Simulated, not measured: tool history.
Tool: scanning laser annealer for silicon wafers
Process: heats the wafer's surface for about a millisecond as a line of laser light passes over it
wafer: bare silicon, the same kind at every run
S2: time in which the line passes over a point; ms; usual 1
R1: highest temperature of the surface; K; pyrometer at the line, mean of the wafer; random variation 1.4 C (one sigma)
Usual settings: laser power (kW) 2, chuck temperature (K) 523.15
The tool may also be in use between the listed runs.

Run 1, hour 0: usual settings. Result: R1 1270.15 K.
Run 2, hour 15.6: usual settings. Result: R1 1268.15 K.
Run 3, hour 31.9: usual settings but laser power (kW) 1.876. Result: R1 1222.15 K.
Run 4, hour 41.6: usual settings but laser power (kW) 1.876. Result: R1 1219.15 K.
Run 5, hour 54.1: usual settings but laser power (kW) 1.876. Result: R1 1221.15 K.
Run 6, hour 66.1: usual settings. Result: R1 1268.15 K.
Run 7, hour 79.6: usual settings. Result: R1 1269.15 K.
Run 8, hour 88: usual settings. Result: R1 1264.15 K.
Run 9, hour 101.2: usual settings but chuck temperature (K) 557.15. Result: R1 1300.15 K.
Run 10, hour 116.6: usual settings but S2 1.22 ms. Result: R1 1346.15 K.
Run 11, hour 127.9: usual settings but S2 1.22 ms. Result: R1 1347.15 K.
Run 12, hour 134.6: usual settings but S2 1.22 ms. Result: R1 1347.15 K.
Run 13, hour 145.4: usual settings but S2 1.05 ms. Result: R1 1283.15 K.
Run 14, hour 152.9: usual settings but S2 1.05 ms. Result: R1 1283.15 K.
Run 15, hour 165.2: usual settings but chuck temperature (K) 504.15. Result: R1 1245.15 K.
Run 16, hour 173.3: usual settings but chuck temperature (K) 504.15. Result: R1 1243.15 K.
Run 17, hour 182.7: usual settings. Result: R1 1265.15 K.
Run 18, hour 195.7: usual settings but laser power (kW) 1.774, S2 1.1 ms. Result: R1 1214.15 K.
Run 19, hour 209.9: usual settings but laser power (kW) 2.132, S2 0.84 ms, chuck temperature (K) 538.15. Result: R1 1259.15 K.
Run 20, hour 224.7: usual settings but S2 0.92 ms, chuck temperature (K) 562.15. Result: R1 1269.15 K.
Run 21, hour 238.4: usual settings but chuck temperature (K) 541.15. Result: R1 1278.15 K.
Run 22, hour 253.9: usual settings but S2 0.99 ms, chuck temperature (K) 550.15. Result: R1 1283.15 K.
Run 23, hour 267.9: usual settings but laser power (kW) 2.161, S2 0.95 ms. Result: R1 1300.15 K.
Run 24, hour 274.8: usual settings but laser power (kW) 2.161, S2 0.95 ms. Result: R1 1297.15 K.
Run 25, hour 287.5: usual settings but laser power (kW) 1.986, chuck temperature (K) 485.15. Result: R1 1217.15 K.
At hour 299.3: window over the wafer cleaned.
Run 26, hour 304.2: usual settings but laser power (kW) 1.889, S2 0.93 ms, chuck temperature (K) 562.15. Result: R1 1242.15 K.
Run 27, hour 312.5: usual settings but laser power (kW) 1.889, S2 0.93 ms, chuck temperature (K) 562.15. Result: R1 1242.15 K.
Run 28, hour 323.5: usual settings but laser power (kW) 1.706, S2 1.23 ms, chuck temperature (K) 562.15. Result: R1 1275.15 K.
Run 29, hour 337.1: usual settings but laser power (kW) 1.961, S2 1.24 ms. Result: R1 1346.15 K.
Run 30, hour 350.3: usual settings but laser power (kW) 1.961, S2 1.24 ms. Result: R1 1344.15 K.
Run 31, hour 365.1: usual settings but laser power (kW) 1.961, S2 1.24 ms, chuck temperature (K) 540.15. Result: R1 1362.15 K.
Run 32, hour 376.7: usual settings but laser power (kW) 1.77. Result: R1 1185.15 K.
Run 33, hour 390.5: usual settings but S2 1.01 ms, chuck temperature (K) 544.15. Result: R1 1297.15 K.

4 ways to go on from here, each from the tool as it stands after run 33. What would each give?
Run A, hour 406.3: usual settings but laser power (kW) 2.072, S2 1.05 ms, chuck temperature (K) 544.15. Result: R1 ?.
Run B, hour 406.3: usual settings but laser power (kW) 1.972. Result: R1 ?.
Run C, hour 406.3: usual settings but laser power (kW) 1.762, chuck temperature (K) 522.15. Result: R1 ?.
Run D, hour 406.3: usual settings but S2 0.84 ms. Result: R1 ?.

run       R1
  A  1340.15
  B  1260.15
  C  1180.15
  D  1207.15
Without the tool's hidden state the same runs would have given:
run       R1
  A  1349.15
  B  1267.15
  C  1187.15
  D  1215.15

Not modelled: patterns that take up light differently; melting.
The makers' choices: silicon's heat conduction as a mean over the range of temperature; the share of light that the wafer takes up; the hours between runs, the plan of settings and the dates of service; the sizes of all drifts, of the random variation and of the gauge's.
